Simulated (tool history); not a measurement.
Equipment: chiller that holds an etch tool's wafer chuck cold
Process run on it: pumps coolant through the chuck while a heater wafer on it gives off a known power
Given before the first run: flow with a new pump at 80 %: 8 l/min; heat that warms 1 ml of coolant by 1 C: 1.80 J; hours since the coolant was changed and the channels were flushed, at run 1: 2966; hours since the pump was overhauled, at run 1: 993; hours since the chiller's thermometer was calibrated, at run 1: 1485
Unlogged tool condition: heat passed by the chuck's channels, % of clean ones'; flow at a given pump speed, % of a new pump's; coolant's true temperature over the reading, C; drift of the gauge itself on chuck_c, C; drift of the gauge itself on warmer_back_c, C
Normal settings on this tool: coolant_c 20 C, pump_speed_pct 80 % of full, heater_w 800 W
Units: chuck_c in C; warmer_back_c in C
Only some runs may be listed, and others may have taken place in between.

| run | hour | coolant_c | pump_speed_pct | heater_w | hours since the coolant was changed and the channels were flushed | hours since the pump was overhauled | hours since the chiller's thermometer was calibrated | chuck_c | warmer_back_c |
|---|---|---|---|---|---|---|---|---|---|
| 1 | 0 | 20 | 80 | 800 | 2966 | 993 | 1485 | 27.7 | 3.45 |
| 2 | 200.8 | 20 | 80 | 800 | 3167 | 1193 | 1685 | 27.7 | 3.41 |
| 3 | 288.4 | 20 | 80 | 800 | 3255 | 1281 | 1773 | 27.7 | 3.42 |
| 4 | 415.8 | 20 | 80 | 800 | 3382 | 1408 | 1900 | 27.7 | 3.49 |
| 5 | 612.4 | 20 | 80 | 800 | 3579 | 1605 | 2097 | 27.7 | 3.47 |
| 6 | 820 | 20 | 67 | 800 | 3786 | 1813 | 2305 | 28.8 | 4.23 |
| 7 | 1004.6 | 24 | 67 | 800 | 3971 | 1997 | 2489 | 32.8 | 4.28 |
| 8 | 1153.5 | 20 | 80 | 800 | 4120 | 2146 | 2638 | 27.7 | 3.49 |
| 9 | 1310.5 | 27 | 80 | 800 | 4277 | 2303 | 2795 | 34.7 | 3.53 |
| 10 | 1450.7 | 27 | 80 | 800 | 4417 | 2443 | 2935 | 34.8 | 3.57 |
| 11 | 1636 | 27 | 80 | 800 | 4602 | 2629 | 3121 | 34.6 | 3.5 |
| 12 | 1742.5 | 27 | 80 | 800 | 4709 | 2735 | 3227 | 34.8 | 3.5 |
|  | 1756.5 | chiller's thermometer calibrated |
| 13 | 1921.4 | 12 | 80 | 800 | 4887 | 2913 | 165 | 19.7 | 3.55 |
| 14 | 2067.3 | 12 | 80 | 800 | 5033 | 3059 | 311 | 19.7 | 3.62 |
| 15 | 2253.3 | 20 | 80 | 800 | 5219 | 3245 | 497 | 27.8 | 3.59 |
| 16 | 2432.1 | 20 | 80 | 800 | 5397 | 3424 | 676 | 27.7 | 3.61 |
| 17 | 2526.8 | 29 | 83 | 981 | 5492 | 3518 | 770 | 38.6 | 4.23 |
| 18 | 2642.4 | 11 | 96 | 1120 | 5608 | 3634 | 886 | 20.8 | 4.09 |
|  | 2668 | chiller's thermometer calibrated, once more |
| 19 | 2761.7 | 11 | 65 | 1120 | 5726 | 3752 | 94 | 24.9 | 6.46 |
| 20 | 2874.3 | 23 | 74 | 784 | 5839 | 3865 | 206 | 31.8 | 3.89 |
| 21 | 3080.6 | 23 | 74 | 697 | 6045 | 4071 | 413 | 30.8 | 3.5 |
|  | 3239.7 | coolant changed, channels flushed |
| 22 | 3273.1 | 11 | 80 | 800 | 33 | 4258 | 599 | 18.9 | 3.74 |
| 23 | 3426 | 20 | 67 | 869 | 186 | 4411 | 752 | 29.7 | 4.88 |
| 24 | 3528.7 | 21 | 67 | 869 | 289 | 4513 | 855 | 30.6 | 4.93 |
| 25 | 3641.8 | 21 | 85 | 869 | 402 | 4626 | 968 | 29.1 | 3.79 |
| 26 | 3763.4 | 15 | 97 | 440 | 524 | 4748 | 1089 | 18.6 | 1.62 |
| 27 | 3866.1 | 20 | 90 | 595 | 626 | 4851 | 1192 | 25.5 | 2.4 |
| 28 | 4035.1 | 20 | 90 | 595 | 795 | 5020 | 1361 | 25.2 | 2.45 |
| 29 | 4136.7 | 26 | 68 | 840 | 897 | 5121 | 1463 | 35.5 | 4.7 |
| 30 | 4329.4 | 22 | 73 | 727 | 1090 | 5314 | 1655 | 29.5 | 3.83 |
| 31 | 4458.4 | 11 | 88 | 727 | 1219 | 5443 | 1784 | 17.6 | 3.1 |

Predict each of these 4 candidate next runs independently; none follows another, all start after run 31:
| A | 4564.1 | 17 | 80 | 787 | 1324 | 5549 | 1890 | ? | ? |
| B | 4564.1 | 11 | 88 | 511 | 1324 | 5549 | 1890 | ? | ? |
| C | 4564.1 | 15 | 73 | 440 | 1324 | 5549 | 1890 | ? | ? |
| D | 4564.1 | 20 | 67 | 890 | 1324 | 5549 | 1890 | ? | ? |

| run | chuck_c | warmer_back_c |
|---|---|---|
| A | 24.8 | 3.77 |
| B | 15.6 | 2.19 |
| C | 19.7 | 2.28 |
| D | 30.1 | 5.13 |
Take away the tool's hidden state, keep each run's random variation, and the runs would have read:
| run | chuck_c | warmer_back_c |
|---|---|---|
| A | 24.4 | 3.34 |
| B | 15.5 | 1.94 |
| C | 19.6 | 2.01 |
| D | 29.5 | 4.53 |

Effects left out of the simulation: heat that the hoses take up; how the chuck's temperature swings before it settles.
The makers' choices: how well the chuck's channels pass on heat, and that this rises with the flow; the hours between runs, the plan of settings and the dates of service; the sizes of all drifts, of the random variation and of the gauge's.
